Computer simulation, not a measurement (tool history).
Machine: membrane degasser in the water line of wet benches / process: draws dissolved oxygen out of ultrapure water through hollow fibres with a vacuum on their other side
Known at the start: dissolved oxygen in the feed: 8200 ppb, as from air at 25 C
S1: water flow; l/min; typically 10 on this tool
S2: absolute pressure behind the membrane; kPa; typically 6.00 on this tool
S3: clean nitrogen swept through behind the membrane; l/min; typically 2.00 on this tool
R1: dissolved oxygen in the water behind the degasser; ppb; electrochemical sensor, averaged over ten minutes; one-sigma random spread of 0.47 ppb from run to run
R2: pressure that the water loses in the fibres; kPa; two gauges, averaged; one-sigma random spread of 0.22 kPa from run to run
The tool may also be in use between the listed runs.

run    hour  S1     S2    S3     R1     R2
  1     0.0  10   6.00  2.00   36.1  53.51
  2    61.1  10   9.50  2.00   79.1  53.56
  3   132.4  10   6.00  2.05   35.7  53.41
  4   170.2  10   6.00  2.05   35.3  53.57
  5   209.9  10   6.00  2.00   36.5  53.56
  6   239.8  10   6.00  2.00   35.5  53.63
  7   293.4  10   6.00  2.00   35.9  53.59
  8   327.9  10   6.00  2.00   36.4  53.64
  9   376.5  10   6.00  2.00   36.6  53.22
 10   410.0  10   6.00  2.00   35.8  53.55
 11   468.8  10   6.00  2.00   35.0  53.88
 12   539.7   8   3.68  5.03    2.0  42.86
 13   574.0   8   3.68  5.03    2.3  42.96
 14   644.0  12   7.46  1.01  122.9  63.98
 15   707.0   7  11.67  1.61   89.6  37.52
 16   759.9   6   7.05  0.98   57.6  32.25
 17   823.0   6   7.05  0.98   57.1  32.05
 18   878.9  14   6.00  2.07   59.3  75.13
 19   942.5  14   6.00  2.07   60.1  74.82
 20   992.7  14   6.00  2.07   59.5  75.01
 21  1038.8  14   6.00  2.07   60.0  75.67

Below are 3 alternative next runs, each starting from the tool's condition after run 21. Predict each:
  A  1084.1   9  6.00  4.14   ?   ?
  B  1084.1  14  6.00  3.29   ?   ?
  C  1084.1  11  9.01  1.11   ?   ?

run     R1     R2
  A   16.0  48.01
  B   42.8  74.72
  C  137.3  58.83
Without the tool's unlogged condition, the same runs would have read:
run     R1     R2
  A   16.0  48.00
  B   42.7  74.70
  C  137.1  58.82

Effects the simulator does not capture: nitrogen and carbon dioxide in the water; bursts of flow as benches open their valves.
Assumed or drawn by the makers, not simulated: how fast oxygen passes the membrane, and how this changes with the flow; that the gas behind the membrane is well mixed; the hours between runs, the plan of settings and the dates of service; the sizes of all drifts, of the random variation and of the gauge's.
